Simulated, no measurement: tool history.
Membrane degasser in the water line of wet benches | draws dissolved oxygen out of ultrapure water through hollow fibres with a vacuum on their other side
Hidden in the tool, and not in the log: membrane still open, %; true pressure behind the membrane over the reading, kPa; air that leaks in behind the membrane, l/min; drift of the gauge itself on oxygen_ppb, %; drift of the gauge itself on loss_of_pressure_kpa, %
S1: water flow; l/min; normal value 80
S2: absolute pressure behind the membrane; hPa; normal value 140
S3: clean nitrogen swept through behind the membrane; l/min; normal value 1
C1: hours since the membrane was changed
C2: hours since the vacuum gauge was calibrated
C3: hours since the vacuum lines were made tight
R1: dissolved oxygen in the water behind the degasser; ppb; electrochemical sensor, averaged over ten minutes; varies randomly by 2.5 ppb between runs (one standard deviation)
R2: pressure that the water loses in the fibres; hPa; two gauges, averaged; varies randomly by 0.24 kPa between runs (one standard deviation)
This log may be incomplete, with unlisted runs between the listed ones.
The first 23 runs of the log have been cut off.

run 24 hour=1075.5 | S1=62 S2=147 S3=1.49 | C1=1253 C2=1717 C3=938 | R1=870.9 R2=485.5
run 25 hour=1123.7 | S1=62 S2=147 S3=1.49 | C1=1301 C2=1766 C3=986 | R1=869.9 R2=484.8
run 26 hour=1160.5 | S1=65 S2=239 S3=2.68 | C1=1338 C2=1802 C3=1023 | R1=980.8 R2=507.5
run 27 hour=1192.1 | S1=105 S2=347 S3=0.99 | C1=1370 C2=1834 C3=1054 | R1=3494.9 R2=821.6
run 28 hour=1235.9 | S1=79 S2=227 S3=0.56 | C1=1414 C2=1878 C3=1098 | R1=2851.7 R2=614.2
run 29 hour=1269 | S1=79 S2=129 S3=1.65 | C1=1447 C2=1911 C3=1131 | R1=828 R2=616.5
run 30 hour=1330.4 | S1=79 S2=129 S3=1.65 | C1=1508 C2=1972 C3=1193 | R1=829.6 R2=614.1
run 31 hour=1393.2 | S1=59 S2=308 S3=2.47 | C1=1571 C2=2035 C3=1255 | R1=1247.7 R2=458.1

Predict each of these 5 candidate next runs independently; none follows another, all start after run 31:
run A hour=1452.5 | S1=80 S2=175 S3=2.06 | C1=1630 C2=2094 C3=1315 | R1=? R2=?
run B hour=1452.5 | S1=70 S2=164 S3=1.3 | C1=1630 C2=2094 C3=1315 | R1=? R2=?
run C hour=1452.5 | S1=59 S2=131 S3=0.97 | C1=1630 C2=2094 C3=1315 | R1=? R2=?
run D hour=1452.5 | S1=55 S2=128 S3=1 | C1=1630 C2=2094 C3=1315 | R1=? R2=?
run E hour=1452.5 | S1=78 S2=308 S3=2.47 | C1=1630 C2=2094 C3=1315 | R1=? R2=?

run=A R1=1011.5 R2=619.5
run=B R1=1184.3 R2=545.3
run=C R1=993.5 R2=458.5
run=D R1=902.5 R2=428.5
run=E R1=1536.5 R2=608.4
Stripped of hidden state, with their random variation kept, the same runs would have yielded:
run=A R1=1011.3 R2=630.3
run=B R1=1184.1 R2=554.7
run=C R1=993.3 R2=466.5
run=D R1=902.3 R2=435.8
run=E R1=1536.4 R2=618.9
